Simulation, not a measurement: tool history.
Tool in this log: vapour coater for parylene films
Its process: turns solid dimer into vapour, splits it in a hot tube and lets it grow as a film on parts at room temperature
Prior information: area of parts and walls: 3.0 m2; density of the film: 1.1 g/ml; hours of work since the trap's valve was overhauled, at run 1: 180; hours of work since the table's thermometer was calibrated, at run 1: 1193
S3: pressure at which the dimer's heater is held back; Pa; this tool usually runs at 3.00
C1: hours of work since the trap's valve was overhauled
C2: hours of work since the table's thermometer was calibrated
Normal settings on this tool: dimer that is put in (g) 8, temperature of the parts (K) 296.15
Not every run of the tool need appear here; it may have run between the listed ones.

run 1 hour=0.0 | dimer_that_is_put_in_(g)=8 temperature_of_the_parts_(K)=296.15 S3=3.00 | C1=180 C2=1193 | thickness_of_the_film_(um)=1.48
run 2 hour=22.6 | dimer_that_is_put_in_(g)=8 temperature_of_the_parts_(K)=296.15 S3=3.00 | C1=195 C2=1208 | thickness_of_the_film_(um)=1.47
run 3 hour=52.5 | dimer_that_is_put_in_(g)=8 temperature_of_the_parts_(K)=296.15 S3=3.00 | C1=216 C2=1229 | thickness_of_the_film_(um)=1.47
-- hour=60.3 table's thermometer calibrated
run 4 hour=81.4 | dimer_that_is_put_in_(g)=8 temperature_of_the_parts_(K)=296.15 S3=3.00 | C1=236 C2=15 | thickness_of_the_film_(um)=1.46
run 5 hour=132.3 | dimer_that_is_put_in_(g)=3 temperature_of_the_parts_(K)=296.15 S3=3.00 | C1=271 C2=50 | thickness_of_the_film_(um)=0.56
run 6 hour=178.7 | dimer_that_is_put_in_(g)=8 temperature_of_the_parts_(K)=296.15 S3=3.00 | C1=303 C2=83 | thickness_of_the_film_(um)=1.46
run 7 hour=206.0 | dimer_that_is_put_in_(g)=8 temperature_of_the_parts_(K)=296.15 S3=3.00 | C1=322 C2=102 | thickness_of_the_film_(um)=1.49
run 8 hour=248.5 | dimer_that_is_put_in_(g)=8 temperature_of_the_parts_(K)=296.15 S3=3.00 | C1=352 C2=131 | thickness_of_the_film_(um)=1.48
-- hour=263.2 trap's valve overhauled
run 9 hour=302.6 | dimer_that_is_put_in_(g)=8 temperature_of_the_parts_(K)=291.15 S3=3.00 | C1=27 C2=166 | thickness_of_the_film_(um)=1.75
run 10 hour=339.6 | dimer_that_is_put_in_(g)=8 temperature_of_the_parts_(K)=291.15 S3=3.00 | C1=53 C2=192 | thickness_of_the_film_(um)=1.79
run 11 hour=374.8 | dimer_that_is_put_in_(g)=8 temperature_of_the_parts_(K)=291.15 S3=3.00 | C1=78 C2=216 | thickness_of_the_film_(um)=1.76
run 12 hour=409.8 | dimer_that_is_put_in_(g)=8 temperature_of_the_parts_(K)=296.15 S3=5.97 | C1=102 C2=241 | thickness_of_the_film_(um)=1.25
run 13 hour=431.7 | dimer_that_is_put_in_(g)=8 temperature_of_the_parts_(K)=296.15 S3=5.97 | C1=117 C2=256 | thickness_of_the_film_(um)=1.29
run 14 hour=475.8 | dimer_that_is_put_in_(g)=8 temperature_of_the_parts_(K)=296.15 S3=3.00 | C1=148 C2=287 | thickness_of_the_film_(um)=1.47
run 15 hour=500.3 | dimer_that_is_put_in_(g)=8 temperature_of_the_parts_(K)=296.15 S3=3.00 | C1=165 C2=304 | thickness_of_the_film_(um)=1.45
run 16 hour=533.5 | dimer_that_is_put_in_(g)=8 temperature_of_the_parts_(K)=296.15 S3=3.00 | C1=188 C2=327 | thickness_of_the_film_(um)=1.45
run 17 hour=558.8 | dimer_that_is_put_in_(g)=8 temperature_of_the_parts_(K)=296.15 S3=3.00 | C1=206 C2=345 | thickness_of_the_film_(um)=1.45
run 18 hour=599.9 | dimer_that_is_put_in_(g)=8 temperature_of_the_parts_(K)=296.15 S3=3.00 | C1=235 C2=373 | thickness_of_the_film_(um)=1.46
run 19 hour=640.9 | dimer_that_is_put_in_(g)=8 temperature_of_the_parts_(K)=296.15 S3=3.00 | C1=263 C2=402 | thickness_of_the_film_(um)=1.47
run 20 hour=665.3 | dimer_that_is_put_in_(g)=8 temperature_of_the_parts_(K)=296.15 S3=3.00 | C1=280 C2=419 | thickness_of_the_film_(um)=1.45
run 21 hour=705.6 | dimer_that_is_put_in_(g)=12 temperature_of_the_parts_(K)=305.15 S3=2.55 | C1=308 C2=447 | thickness_of_the_film_(um)=1.63
run 22 hour=742.9 | dimer_that_is_put_in_(g)=12 temperature_of_the_parts_(K)=305.15 S3=2.55 | C1=334 C2=473 | thickness_of_the_film_(um)=1.60
run 23 hour=772.0 | dimer_that_is_put_in_(g)=12 temperature_of_the_parts_(K)=293.15 S3=2.44 | C1=355 C2=493 | thickness_of_the_film_(um)=2.58
-- hour=783.5 trap's valve overhauled
run 24 hour=816.6 | dimer_that_is_put_in_(g)=5 temperature_of_the_parts_(K)=295.15 S3=4.42 | C1=23 C2=522 | thickness_of_the_film_(um)=0.86
run 25 hour=856.7 | dimer_that_is_put_in_(g)=5 temperature_of_the_parts_(K)=300.15 S3=4.42 | C1=51 C2=549 | thickness_of_the_film_(um)=0.72
run 26 hour=890.4 | dimer_that_is_put_in_(g)=11 temperature_of_the_parts_(K)=294.15 S3=4.42 | C1=74 C2=573 | thickness_of_the_film_(um)=1.99
run 27 hour=932.3 | dimer_that_is_put_in_(g)=11 temperature_of_the_parts_(K)=294.15 S3=4.42 | C1=104 C2=602 | thickness_of_the_film_(um)=1.97
run 28 hour=960.9 | dimer_that_is_put_in_(g)=4 temperature_of_the_parts_(K)=289.15 S3=2.97 | C1=124 C2=622 | thickness_of_the_film_(um)=0.95
run 29 hour=1002.2 | dimer_that_is_put_in_(g)=5 temperature_of_the_parts_(K)=295.15 S3=3.00 | C1=152 C2=651 | thickness_of_the_film_(um)=0.96
run 30 hour=1051.5 | dimer_that_is_put_in_(g)=5 temperature_of_the_parts_(K)=295.15 S3=3.00 | C1=187 C2=685 | thickness_of_the_film_(um)=0.94
run 31 hour=1088.2 | dimer_that_is_put_in_(g)=5 temperature_of_the_parts_(K)=295.15 S3=3.00 | C1=212 C2=711 | thickness_of_the_film_(um)=0.95
run 32 hour=1134.7 | dimer_that_is_put_in_(g)=5 temperature_of_the_parts_(K)=295.15 S3=3.33 | C1=245 C2=743 | thickness_of_the_film_(um)=0.92
run 33 hour=1162.0 | dimer_that_is_put_in_(g)=11 temperature_of_the_parts_(K)=290.15 S3=6.82 | C1=264 C2=762 | thickness_of_the_film_(um)=2.09
run 34 hour=1195.4 | dimer_that_is_put_in_(g)=11 temperature_of_the_parts_(K)=290.15 S3=6.82 | C1=287 C2=785 | thickness_of_the_film_(um)=2.10
run 35 hour=1244.7 | dimer_that_is_put_in_(g)=6 temperature_of_the_parts_(K)=291.15 S3=2.59 | C1=321 C2=820 | thickness_of_the_film_(um)=1.36

Hidden state at the last listed run before each entry between runs and at the first one after, where it differs:
In the gap between runs 3 and 4: table's thermometer calibrated (hour 60.3)
  true temperature of the parts over the reading, C: 0.02 -> 0
In the gap between runs 8 and 9: trap's valve overhauled (hour 263.2)
  vapour lost through the trap's worn valve, %: 0.2 -> 0
In the gap between runs 23 and 24: trap's valve overhauled (hour 783.5)
  vapour lost through the trap's worn valve, %: 0.2 -> 0

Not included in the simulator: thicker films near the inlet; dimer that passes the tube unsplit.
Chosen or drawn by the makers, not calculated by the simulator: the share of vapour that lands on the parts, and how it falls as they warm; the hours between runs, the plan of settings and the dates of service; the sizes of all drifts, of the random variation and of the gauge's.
